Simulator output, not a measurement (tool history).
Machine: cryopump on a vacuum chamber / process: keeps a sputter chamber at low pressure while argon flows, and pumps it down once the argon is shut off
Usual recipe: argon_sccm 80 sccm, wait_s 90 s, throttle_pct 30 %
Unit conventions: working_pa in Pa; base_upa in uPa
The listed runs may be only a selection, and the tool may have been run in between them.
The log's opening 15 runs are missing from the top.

{"run": 16, "day": 9.867, "argon_sccm": 45, "wait_s": 90, "throttle_pct": 30, "working_pa": 0.1259, "base_upa": 2.05}
{"run": 17, "day": 10.288, "argon_sccm": 45, "wait_s": 90, "throttle_pct": 30, "working_pa": 0.1263, "base_upa": 1.91}
{"run": 18, "day": 11.138, "argon_sccm": 37, "wait_s": 55, "throttle_pct": 24, "working_pa": 0.1303, "base_upa": 2.29}
{"run": 19, "day": 11.567, "argon_sccm": 93, "wait_s": 55, "throttle_pct": 48, "working_pa": 0.1653, "base_upa": 2.3}
{"run": 20, "day": 12.242, "argon_sccm": 93, "wait_s": 55, "throttle_pct": 26, "working_pa": 0.2989, "base_upa": 2.24}
{"run": 21, "day": 12.717, "argon_sccm": 114, "wait_s": 55, "throttle_pct": 29, "working_pa": 0.329, "base_upa": 2.34}
{"run": 22, "day": 13.442, "argon_sccm": 114, "wait_s": 55, "throttle_pct": 29, "working_pa": 0.3315, "base_upa": 2.34}
{"run": 23, "day": 14.0, "argon_sccm": 114, "wait_s": 55, "throttle_pct": 29, "working_pa": 0.3312, "base_upa": 2.39}
{"run": 24, "day": 14.742, "argon_sccm": 114, "wait_s": 55, "throttle_pct": 29, "working_pa": 0.3309, "base_upa": 2.39}
{"run": 25, "day": 15.121, "argon_sccm": 114, "wait_s": 55, "throttle_pct": 29, "working_pa": 0.3296, "base_upa": 2.43}
{"run": 26, "day": 15.812, "argon_sccm": 114, "wait_s": 55, "throttle_pct": 29, "working_pa": 0.3319, "base_upa": 2.31}
{"run": 27, "day": 16.421, "argon_sccm": 32, "wait_s": 90, "throttle_pct": 19, "working_pa": 0.1399, "base_upa": 2.08}
{"run": 28, "day": 16.942, "argon_sccm": 32, "wait_s": 90, "throttle_pct": 19, "working_pa": 0.1399, "base_upa": 2.06}

What will run 29 give?
{"run": 29, "day": 17.562, "argon_sccm": 108, "wait_s": 90, "throttle_pct": 58, "working_pa": "?", "base_upa": "?"}

working_pa: 0.1621 Pa
base_upa: 2.17 uPa
If the tool had no hidden condition, the same run with the same run-to-run variation would have returned working_pa 0.1520 Pa, base_upa 0.64 uPa.

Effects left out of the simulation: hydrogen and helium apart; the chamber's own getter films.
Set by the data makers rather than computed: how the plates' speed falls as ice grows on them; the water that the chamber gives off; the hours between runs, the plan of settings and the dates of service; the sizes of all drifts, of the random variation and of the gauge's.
